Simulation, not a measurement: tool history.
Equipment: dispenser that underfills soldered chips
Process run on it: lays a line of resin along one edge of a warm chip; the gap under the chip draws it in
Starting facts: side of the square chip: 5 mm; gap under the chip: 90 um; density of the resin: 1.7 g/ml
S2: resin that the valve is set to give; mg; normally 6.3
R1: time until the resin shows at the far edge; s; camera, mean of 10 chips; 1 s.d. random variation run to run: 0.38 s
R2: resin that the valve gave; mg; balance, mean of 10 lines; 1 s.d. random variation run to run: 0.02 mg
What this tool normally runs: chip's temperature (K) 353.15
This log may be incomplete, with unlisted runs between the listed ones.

{"run": 1, "hour": 0.0, "chip's temperature (K)": 353.15, "S2": 6.3, "R1": 27.7, "R2": 6.16}
{"run": 2, "hour": 3.1, "chip's temperature (K)": 353.15, "S2": 5.64, "R1": 28.8, "R2": 5.56}
{"hour": 8.6, "done": "new syringe of resin"}
{"run": 3, "hour": 8.9, "chip's temperature (K)": 353.15, "S2": 5.64, "R1": 24, "R2": 5.5}
{"run": 4, "hour": 14.4, "chip's temperature (K)": 353.15, "S2": 7.37, "R1": 26.7, "R2": 7.23}
{"run": 5, "hour": 18.9, "chip's temperature (K)": 353.15, "S2": 7.37, "R1": 29.7, "R2": 7.17}
{"hour": 23.2, "done": "new syringe of resin"}
{"run": 6, "hour": 25.7, "chip's temperature (K)": 353.15, "S2": 6.19, "R1": 25.1, "R2": 6.03}
{"run": 7, "hour": 32.0, "chip's temperature (K)": 353.15, "S2": 6.19, "R1": 29.3, "R2": 6.06}
{"run": 8, "hour": 37.2, "chip's temperature (K)": 347.15, "S2": 6.3, "R1": 43.9, "R2": 6.15}
{"hour": 38.0, "done": "new syringe of resin"}
{"run": 9, "hour": 40.4, "chip's temperature (K)": 353.15, "S2": 6.3, "R1": 24.5, "R2": 6.17}
{"run": 10, "hour": 44.3, "chip's temperature (K)": 353.15, "S2": 6.3, "R1": 27.7, "R2": 6.14}
{"run": 11, "hour": 49.0, "chip's temperature (K)": 353.15, "S2": 6.3, "R1": 29.7, "R2": 6.12}
{"hour": 52.7, "done": "new syringe of resin"}
{"run": 12, "hour": 53.1, "chip's temperature (K)": 353.15, "S2": 7.56, "R1": 23.5, "R2": 7.29}
{"run": 13, "hour": 58.7, "chip's temperature (K)": 353.15, "S2": 7.56, "R1": 25.9, "R2": 7.32}
{"run": 14, "hour": 63.6, "chip's temperature (K)": 353.15, "S2": 6.3, "R1": 29.7, "R2": 6.08}
{"run": 15, "hour": 66.6, "chip's temperature (K)": 340.15, "S2": 6.3, "R1": 58.2, "R2": 6.05}
{"hour": 67.4, "done": "new syringe of resin"}
{"run": 16, "hour": 70.0, "chip's temperature (K)": 340.15, "S2": 6.3, "R1": 43, "R2": 6.07}
{"run": 17, "hour": 73.8, "chip's temperature (K)": 340.15, "S2": 6.3, "R1": 48, "R2": 6.06}
{"run": 18, "hour": 79.0, "chip's temperature (K)": 340.15, "S2": 6.3, "R1": 54.6, "R2": 6.06}
{"hour": 82.0, "done": "new syringe of resin"}
{"run": 19, "hour": 82.0, "chip's temperature (K)": 352.15, "S2": 8, "R1": 23.4, "R2": 7.68}
{"run": 20, "hour": 86.8, "chip's temperature (K)": 358.15, "S2": 6.18, "R1": 20.7, "R2": 5.92}
{"run": 21, "hour": 92.5, "chip's temperature (K)": 343.15, "S2": 6.65, "R1": 46.2, "R2": 6.36}
{"run": 22, "hour": 96.0, "chip's temperature (K)": 362.15, "S2": 6.57, "R1": 21.8, "R2": 6.24}
{"hour": 96.8, "done": "new syringe of resin"}
{"hour": 98.7, "done": "dispensing valve cleaned and set on the balance"}
{"run": 23, "hour": 101.8, "chip's temperature (K)": 341.15, "S2": 6.9, "R1": 42.1, "R2": 6.92}
{"run": 24, "hour": 106.4, "chip's temperature (K)": 341.15, "S2": 6.9, "R1": 47.2, "R2": 6.88}
{"hour": 112.4, "done": "new syringe of resin"}
{"run": 25, "hour": 112.6, "chip's temperature (K)": 353.15, "S2": 6.26, "R1": 23.1, "R2": 6.26}
{"run": 26, "hour": 117.8, "chip's temperature (K)": 361.15, "S2": 7.77, "R1": 18.2, "R2": 7.76}
{"run": 27, "hour": 122.9, "chip's temperature (K)": 348.15, "S2": 8.18, "R1": 37.6, "R2": 8.16}

Run 28, settings as shown, results not yet in. Your forecast:
{"hour": 127.2, "done": "new syringe of resin"}
{"run": 28, "hour": 129.7, "chip's temperature (K)": 345.15, "S2": 6.3, "R1": "?", "R2": "?"}

For run 28 the tool returned R1 34.8 s, R2 6.29 mg.
Without the tool's hidden state the same run would have given R1 34.4 s, R2 6.32 mg.
